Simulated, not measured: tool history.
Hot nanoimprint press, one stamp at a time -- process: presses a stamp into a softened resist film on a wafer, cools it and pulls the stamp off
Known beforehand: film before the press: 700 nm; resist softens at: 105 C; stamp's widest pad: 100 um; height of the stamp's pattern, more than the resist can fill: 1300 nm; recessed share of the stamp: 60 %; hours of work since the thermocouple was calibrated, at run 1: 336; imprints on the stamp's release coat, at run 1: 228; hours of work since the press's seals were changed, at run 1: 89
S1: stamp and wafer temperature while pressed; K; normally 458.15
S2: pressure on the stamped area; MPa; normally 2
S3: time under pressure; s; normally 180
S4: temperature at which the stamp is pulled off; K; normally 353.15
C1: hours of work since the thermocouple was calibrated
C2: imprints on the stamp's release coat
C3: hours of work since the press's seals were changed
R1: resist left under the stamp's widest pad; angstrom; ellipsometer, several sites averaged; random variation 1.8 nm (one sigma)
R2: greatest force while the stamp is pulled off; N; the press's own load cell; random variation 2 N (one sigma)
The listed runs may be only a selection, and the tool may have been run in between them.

run,hour,S1,S2,S3,S4,C1,C2,C3,R1,R2
1,0,458.15,2,180,353.15,336,228,89,2976,118
2,35.9,458.15,2,180,353.15,356,354,109,2996,120
3,86.3,458.15,2,180,352.15,384,532,137,3001,121
4,158.4,465.15,2,180,353.15,425,785,178,2296,125
# hour 177.2: plate thermocouple calibrated
5,197.5,465.15,2,180,353.15,11,912,198,2378,130
6,250.5,465.15,2.17,180,353.15,41,1098,227,2285,129
7,313,458.15,2,180,354.15,76,1318,262,3143,127
# hour 324.5: stamp cleaned and given a new release coat
8,364.4,458.15,2,180,354.15,101,140,288,3200,118
# hour 408: plate thermocouple calibrated, once more
9,443.2,458.15,2,180,354.15,20,406,330,2849,115
10,475,458.15,1.95,162,346.15,37,518,348,3039,129
11,541.5,458.15,1.95,162,346.15,75,752,385,3020,132
12,607.4,458.15,1.95,162,346.15,111,984,422,3034,135

For each entry between runs, how does the tool's hidden state at the last listed run before it compare with that at the first listed run after it?
In the gap between runs 4 and 5: plate thermocouple calibrated (hour 177.2)
  true temperature over the reading, C: -1.45 -> -2.41; pressure that arrives at the usual setting, %: 99.81 -> 99.75; grip of the stamp's worn release coat, % over a new coat's: 5.9 -> 6.9
  difference, measured minus the result without the unlogged condition, R1: +124 -> +211 angstrom; R2: +9 -> +12 N
In the gap between runs 7 and 8: stamp cleaned and given a new release coat (hour 324.5)
  true temperature over the reading, C: -2.63 -> -2.72; pressure that arrives at the usual setting, %: 99.54 -> 99.46; grip of the stamp's worn release coat, % over a new coat's: 10 -> 1.1
  difference, measured minus the result without the unlogged condition, R1: +313 -> +330 angstrom; R2: +15 -> +6 N
In the gap between runs 8 and 9: plate thermocouple calibrated, once more (hour 408)
  true temperature over the reading, C: -2.72 -> 0; pressure that arrives at the usual setting, %: 99.46 -> 99.32; grip of the stamp's worn release coat, % over a new coat's: 1.1 -> 3.1
  difference, measured minus the result without the unlogged condition, R1: +330 -> +9 angstrom; R2: +6 -> +4 N

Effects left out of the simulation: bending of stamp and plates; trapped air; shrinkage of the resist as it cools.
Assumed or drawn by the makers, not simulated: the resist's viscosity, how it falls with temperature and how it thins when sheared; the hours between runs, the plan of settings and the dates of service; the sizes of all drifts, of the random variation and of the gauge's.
